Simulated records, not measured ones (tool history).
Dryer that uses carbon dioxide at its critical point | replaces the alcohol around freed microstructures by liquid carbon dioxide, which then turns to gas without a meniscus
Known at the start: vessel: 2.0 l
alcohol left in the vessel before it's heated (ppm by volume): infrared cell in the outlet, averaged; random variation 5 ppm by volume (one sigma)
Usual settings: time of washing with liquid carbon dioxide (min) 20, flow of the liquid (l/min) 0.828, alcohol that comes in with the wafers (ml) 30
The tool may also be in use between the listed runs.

| run | hour | time of washing with liquid carbon dioxide (min) | flow of the liquid (l/min) | alcohol that comes in with the wafers (ml) | alcohol left in the vessel before it's heated (ppm by volume) |
|---|---|---|---|---|---|
| 1 | 0 | 20 | 0.828 | 30 | 45 |
| 2 | 14.1 | 20 | 0.945 | 30 | 34 |
| 3 | 34 | 20 | 0.945 | 30 | 35 |
| 4 | 54.7 | 20 | 0.945 | 30 | 44 |
| 5 | 73.9 | 20 | 0.945 | 30 | 43 |
| 6 | 93.2 | 20 | 0.945 | 30 | 49 |
| 7 | 116.4 | 20 | 0.828 | 43 | 59 |
| 8 | 137.6 | 20 | 0.828 | 30 | 49 |
| 9 | 162.7 | 20 | 0.828 | 30 | 60 |
| 10 | 188.5 | 20 | 0.828 | 30 | 51 |
| 11 | 205.3 | 20 | 0.824 | 30 | 52 |
| 12 | 220.2 | 20 | 0.828 | 36 | 63 |
| 13 | 235.8 | 20 | 0.828 | 30 | 63 |
| 14 | 258.5 | 14 | 0.663 | 89 | 815 |
| 15 | 273.6 | 12 | 0.926 | 96 | 416 |
| 16 | 290.4 | 18 | 0.737 | 30 | 94 |
| 17 | 309.3 | 15 | 0.812 | 62 | 201 |
| 18 | 331.4 | 15 | 0.812 | 62 | 203 |
| 19 | 351.7 | 15 | 0.812 | 62 | 204 |
| 20 | 377.9 | 24 | 0.991 | 120 | 54 |
| 21 | 404.7 | 20 | 0.664 | 30 | 107 |
| 22 | 421.1 | 14 | 0.573 | 25 | 463 |
| 23 | 435.1 | 17 | 1.177 | 20 | 48 |
|  | 448.3 | inlet filter changed |
| 24 | 460.3 | 20 | 0.887 | 30 | 54 |
| 25 | 483.7 | 20 | 0.887 | 30 | 54 |

3 ways to go on from here, each from the tool as it stands after run 25. What would each give?
| A | 506.4 | 19 | 0.887 | 30 | ? |
| B | 506.4 | 20 | 1.305 | 30 | ? |
| C | 506.4 | 21 | 1.023 | 52 | ? |

| run | alcohol left in the vessel before it's heated (ppm by volume) |
|---|---|
| A | 56 |
| B | 62 |
| C | 58 |
Without the tool's hidden state the same runs would have given:
| run | alcohol left in the vessel before it's heated (ppm by volume) |
|---|---|
| A | 7 |
| B | 13 |
| C | 10 |

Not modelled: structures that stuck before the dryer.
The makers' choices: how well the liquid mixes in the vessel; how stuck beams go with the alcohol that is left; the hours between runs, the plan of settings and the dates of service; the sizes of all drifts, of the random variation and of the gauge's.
